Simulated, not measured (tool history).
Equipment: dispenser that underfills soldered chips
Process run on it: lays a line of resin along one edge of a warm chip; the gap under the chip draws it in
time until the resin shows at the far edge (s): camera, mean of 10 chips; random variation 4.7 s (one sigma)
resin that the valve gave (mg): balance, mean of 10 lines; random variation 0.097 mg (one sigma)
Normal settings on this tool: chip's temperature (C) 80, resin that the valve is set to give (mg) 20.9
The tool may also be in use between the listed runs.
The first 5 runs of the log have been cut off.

run,hour,chip's temperature (C),resin that the valve is set to give (mg),time until the resin shows at the far edge (s),resin that the valve gave (mg)
6,20.2,80,26.3,816.4,24.65
7,23.1,80,20.9,976.3,19.73
8,26.0,80,20.9,1175.5,19.73
# hour 27.0: new syringe of resin
9,29.3,90,20.9,403.6,19.44
10,32.1,95,20.9,415.2,19.51
11,35.6,95,20.9,508.8,19.40
12,40.9,95,20.9,687.2,19.42
# hour 43.0: new syringe of resin
13,45.3,95,20.9,345.8,19.16
14,48.3,95,20.9,418.9,19.32
15,50.9,80,20.9,797.2,19.17
# hour 54.7: dispensing valve cleaned and set on the balance
16,55.3,80,20.9,949.3,20.94
17,59.5,80,20.9,1214.0,21.02
# hour 60.2: new syringe of resin
18,64.4,80,20.9,597.7,20.87
19,67.6,72,22.1,959.0,21.88

For run 20, what comes out?
20,69.9,72,22.1,?,?

{"run 20": {"time until the resin shows at the far edge (s)": 1090.5, "resin that the valve gave (mg)": 22.02}}
Were there no unlogged condition in the tool, this run, its random variation unchanged, would have produced time until the resin shows at the far edge (s) 605.7, resin that the valve gave (mg) 22.15.
